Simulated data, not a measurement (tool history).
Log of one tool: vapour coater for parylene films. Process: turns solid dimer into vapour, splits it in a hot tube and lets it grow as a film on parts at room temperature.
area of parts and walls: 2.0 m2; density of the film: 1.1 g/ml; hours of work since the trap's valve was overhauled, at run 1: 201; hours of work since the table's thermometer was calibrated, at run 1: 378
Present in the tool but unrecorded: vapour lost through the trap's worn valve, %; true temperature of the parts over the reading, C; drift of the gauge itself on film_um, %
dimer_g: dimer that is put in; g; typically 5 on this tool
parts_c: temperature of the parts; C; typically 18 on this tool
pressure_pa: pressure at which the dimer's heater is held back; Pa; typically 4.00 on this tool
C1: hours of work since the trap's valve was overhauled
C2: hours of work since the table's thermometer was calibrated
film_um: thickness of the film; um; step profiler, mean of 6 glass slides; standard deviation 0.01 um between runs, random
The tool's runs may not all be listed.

run 1 day=0.000 | dimer_g=5 parts_c=18 pressure_pa=4.00 | C1=201 C2=378 | film_um=1.39
run 2 day=0.442 | dimer_g=5 parts_c=18 pressure_pa=4.00 | C1=206 C2=384 | film_um=1.38
run 3 day=1.108 | dimer_g=5 parts_c=23 pressure_pa=4.00 | C1=215 C2=392 | film_um=1.27
run 4 day=1.675 | dimer_g=5 parts_c=18 pressure_pa=4.00 | C1=222 C2=400 | film_um=1.39
run 5 day=2.429 | dimer_g=5 parts_c=12 pressure_pa=4.00 | C1=232 C2=410 | film_um=1.55
run 6 day=2.933 | dimer_g=5 parts_c=18 pressure_pa=7.93 | C1=239 C2=416 | film_um=1.15
run 7 day=3.358 | dimer_g=5 parts_c=18 pressure_pa=7.93 | C1=244 C2=422 | film_um=1.17
run 8 day=4.038 | dimer_g=5 parts_c=18 pressure_pa=7.93 | C1=253 C2=431 | film_um=1.16
run 9 day=4.842 | dimer_g=5 parts_c=18 pressure_pa=7.93 | C1=264 C2=441 | film_um=1.16
run 10 day=5.608 | dimer_g=5 parts_c=18 pressure_pa=7.93 | C1=274 C2=451 | film_um=1.17
run 11 day=6.233 | dimer_g=5 parts_c=12 pressure_pa=4.00 | C1=282 C2=459 | film_um=1.55
run 12 day=7.000 | dimer_g=5 parts_c=12 pressure_pa=3.92 | C1=292 C2=469 | film_um=1.55
run 13 day=7.617 | dimer_g=5 parts_c=22 pressure_pa=4.00 | C1=300 C2=477 | film_um=1.27
run 14 day=8.267 | dimer_g=5 parts_c=18 pressure_pa=5.00 | C1=308 C2=486 | film_um=1.29
run 15 day=8.717 | dimer_g=5 parts_c=18 pressure_pa=3.89 | C1=314 C2=492 | film_um=1.38
run 16 day=9.500 | dimer_g=3 parts_c=18 pressure_pa=3.89 | C1=324 C2=502 | film_um=0.82
run 17 day=10.208 | dimer_g=3 parts_c=17 pressure_pa=10.64 | C1=334 C2=511 | film_um=0.66
run 18 day=10.892 | dimer_g=5 parts_c=17 pressure_pa=3.15 | C1=342 C2=520 | film_um=1.47
run 19 day=11.250 | dimer_g=3 parts_c=12 pressure_pa=2.20 | C1=347 C2=525 | film_um=1.06
run 20 day=11.612 | dimer_g=3 parts_c=12 pressure_pa=2.20 | C1=352 C2=529 | film_um=1.06
run 21 day=12.258 | dimer_g=3 parts_c=12 pressure_pa=2.20 | C1=360 C2=538 | film_um=1.05
run 22 day=12.729 | dimer_g=8 parts_c=16 pressure_pa=2.44 | C1=366 C2=544 | film_um=2.55
run 23 day=13.225 | dimer_g=6 parts_c=21 pressure_pa=4.68 | C1=373 C2=550 | film_um=1.48
run 24 day=13.975 | dimer_g=5 parts_c=18 pressure_pa=4.06 | C1=383 C2=560 | film_um=1.35
run 25 day=14.612 | dimer_g=5 parts_c=18 pressure_pa=4.06 | C1=391 C2=568 | film_um=1.35

Consider 5 possible next runs. They are alternatives, not a sequence: every one starts from the tool as it was left by run 25. What does each give?
run A day=15.238 | dimer_g=3 parts_c=21 pressure_pa=4.00 | C1=399 C2=576 | film_um=?
run B day=15.238 | dimer_g=5 parts_c=17 pressure_pa=3.07 | C1=399 C2=576 | film_um=?
run C day=15.238 | dimer_g=4 parts_c=11 pressure_pa=7.40 | C1=399 C2=576 | film_um=?
run D day=15.238 | dimer_g=2 parts_c=23 pressure_pa=4.06 | C1=399 C2=576 | film_um=?
run E day=15.238 | dimer_g=5 parts_c=11 pressure_pa=4.00 | C1=399 C2=576 | film_um=?

run=A film_um=0.77
run=B film_um=1.46
run=C film_um=1.07
run=D film_um=0.49
run=E film_um=1.55
What these runs would have given with no unlogged condition in the tool:
run=A film_um=0.82
run=B film_um=1.56
run=C film_um=1.15
run=D film_um=0.52
run=E film_um=1.65
